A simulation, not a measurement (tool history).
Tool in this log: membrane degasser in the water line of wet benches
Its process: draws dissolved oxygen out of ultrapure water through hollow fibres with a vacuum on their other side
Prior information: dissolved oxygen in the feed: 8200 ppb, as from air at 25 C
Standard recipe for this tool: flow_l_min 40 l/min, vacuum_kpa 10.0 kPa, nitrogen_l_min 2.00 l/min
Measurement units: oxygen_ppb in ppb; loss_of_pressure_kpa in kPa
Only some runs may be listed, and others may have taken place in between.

Run 1, day 0.000: usual settings. Result: oxygen_ppb 318.5 ppb, loss_of_pressure_kpa 29.14 kPa.
Run 2, day 1.846: usual settings. Result: oxygen_ppb 307.2 ppb, loss_of_pressure_kpa 28.85 kPa.
Run 3, day 3.304: usual settings but nitrogen_l_min 2.34 l/min. Result: oxygen_ppb 270.4 ppb, loss_of_pressure_kpa 28.92 kPa.
Run 4, day 4.742: usual settings but nitrogen_l_min 2.34 l/min. Result: oxygen_ppb 269.3 ppb, loss_of_pressure_kpa 28.93 kPa.
Run 5, day 5.817: usual settings but nitrogen_l_min 3.47 l/min. Result: oxygen_ppb 194.7 ppb, loss_of_pressure_kpa 29.04 kPa.
Run 6, day 7.358: usual settings but nitrogen_l_min 3.47 l/min. Result: oxygen_ppb 195.1 ppb, loss_of_pressure_kpa 28.65 kPa.
Run 7, day 9.121: usual settings but nitrogen_l_min 3.47 l/min. Result: oxygen_ppb 192.2 ppb, loss_of_pressure_kpa 28.70 kPa.
Run 8, day 9.900: usual settings but nitrogen_l_min 3.47 l/min. Result: oxygen_ppb 192.9 ppb, loss_of_pressure_kpa 28.60 kPa.
Run 9, day 11.083: usual settings. Result: oxygen_ppb 310.8 ppb, loss_of_pressure_kpa 28.64 kPa.
Run 10, day 12.775: usual settings. Result: oxygen_ppb 308.3 ppb, loss_of_pressure_kpa 28.63 kPa.
Run 11, day 14.621: usual settings but vacuum_kpa 24.0 kPa. Result: oxygen_ppb 849.7 ppb, loss_of_pressure_kpa 28.50 kPa.
Run 12, day 15.642: usual settings but vacuum_kpa 24.0 kPa. Result: oxygen_ppb 850.9 ppb, loss_of_pressure_kpa 28.81 kPa.
Run 13, day 16.804: usual settings but vacuum_kpa 24.0 kPa. Result: oxygen_ppb 864.3 ppb, loss_of_pressure_kpa 28.79 kPa.
Run 14, day 17.988: usual settings but nitrogen_l_min 2.96 l/min. Result: oxygen_ppb 222.6 ppb, loss_of_pressure_kpa 28.15 kPa.
Run 15, day 19.050: usual settings but nitrogen_l_min 2.96 l/min. Result: oxygen_ppb 221.5 ppb, loss_of_pressure_kpa 28.60 kPa.
Run 16, day 19.808: usual settings but nitrogen_l_min 2.96 l/min. Result: oxygen_ppb 222.1 ppb, loss_of_pressure_kpa 28.40 kPa.
Run 17, day 21.692: usual settings. Result: oxygen_ppb 304.2 ppb, loss_of_pressure_kpa 28.67 kPa.
Run 18, day 22.608: usual settings but flow_l_min 31 l/min, vacuum_kpa 8.1 kPa. Result: oxygen_ppb 175.5 ppb, loss_of_pressure_kpa 22.30 kPa.
Run 19, day 24.088: usual settings but flow_l_min 44 l/min, vacuum_kpa 13.6 kPa. Result: oxygen_ppb 493.2 ppb, loss_of_pressure_kpa 31.20 kPa.
Run 20, day 25.883: usual settings but flow_l_min 56 l/min, vacuum_kpa 13.6 kPa, nitrogen_l_min 5.17 l/min. Result: oxygen_ppb 301.2 ppb, loss_of_pressure_kpa 39.83 kPa.
Run 21, day 27.092: usual settings but flow_l_min 56 l/min, vacuum_kpa 13.6 kPa, nitrogen_l_min 5.17 l/min. Result: oxygen_ppb 296.7 ppb, loss_of_pressure_kpa 39.92 kPa.
Run 22, day 28.079: usual settings but flow_l_min 56 l/min, nitrogen_l_min 1.22 l/min. Result: oxygen_ppb 608.1 ppb, loss_of_pressure_kpa 39.26 kPa.
Run 23, day 29.012: usual settings but flow_l_min 54 l/min, vacuum_kpa 11.4 kPa, nitrogen_l_min 1.16 l/min. Result: oxygen_ppb 739.3 ppb, loss_of_pressure_kpa 38.37 kPa.
Run 24, day 30.200: usual settings but vacuum_kpa 9.8 kPa. Result: oxygen_ppb 303.9 ppb, loss_of_pressure_kpa 27.93 kPa.
Run 25, day 31.892: usual settings but vacuum_kpa 6.8 kPa. Result: oxygen_ppb 171.9 ppb, loss_of_pressure_kpa 28.16 kPa.
Run 26, day 33.004: usual settings but flow_l_min 26 l/min, vacuum_kpa 7.0 kPa, nitrogen_l_min 1.19 l/min. Result: oxygen_ppb 181.7 ppb, loss_of_pressure_kpa 18.17 kPa.
Run 27, day 34.508: usual settings but flow_l_min 26 l/min, vacuum_kpa 7.0 kPa, nitrogen_l_min 1.19 l/min. Result: oxygen_ppb 184.7 ppb, loss_of_pressure_kpa 18.49 kPa.
Run 28, day 36.396: usual settings but flow_l_min 30 l/min. Result: oxygen_ppb 231.8 ppb, loss_of_pressure_kpa 21.13 kPa.
At day 36.617: gauge calibrated.
Run 29, day 37.746: usual settings but vacuum_kpa 16.6 kPa, nitrogen_l_min 1.35 l/min. Result: oxygen_ppb 785.1 ppb, loss_of_pressure_kpa 28.80 kPa.
Run 30, day 38.562: usual settings but vacuum_kpa 16.6 kPa, nitrogen_l_min 1.35 l/min. Result: oxygen_ppb 788.1 ppb, loss_of_pressure_kpa 29.15 kPa.
Run 31, day 40.129: usual settings but vacuum_kpa 16.6 kPa, nitrogen_l_min 1.35 l/min. Result: oxygen_ppb 782.3 ppb, loss_of_pressure_kpa 29.13 kPa.
Run 32, day 41.296: usual settings. Result: oxygen_ppb 309.6 ppb, loss_of_pressure_kpa 29.11 kPa.
Run 33, day 42.342: usual settings. Result: oxygen_ppb 309.4 ppb, loss_of_pressure_kpa 28.69 kPa.

Each row is a separate what-if for the run after 33, all from the same tool condition, not one after another. Results?
Run A, day 43.871: usual settings but nitrogen_l_min 3.02 l/min. Result: oxygen_ppb ?, loss_of_pressure_kpa ?.
Run B, day 43.871: usual settings but nitrogen_l_min 2.90 l/min. Result: oxygen_ppb ?, loss_of_pressure_kpa ?.
Run C, day 43.871: usual settings but flow_l_min 56 l/min, nitrogen_l_min 3.86 l/min. Result: oxygen_ppb ?, loss_of_pressure_kpa ?.

run  oxygen_ppb  loss_of_pressure_kpa
  A       212.6                 29.12
  B       228.3                 29.16
  C       268.0                 40.39
Take away the tool's hidden state, keep each run's random variation, and the runs would have read:
run  oxygen_ppb  loss_of_pressure_kpa
  A       212.4                 29.29
  B       228.1                 29.32
  C       267.8                 40.62

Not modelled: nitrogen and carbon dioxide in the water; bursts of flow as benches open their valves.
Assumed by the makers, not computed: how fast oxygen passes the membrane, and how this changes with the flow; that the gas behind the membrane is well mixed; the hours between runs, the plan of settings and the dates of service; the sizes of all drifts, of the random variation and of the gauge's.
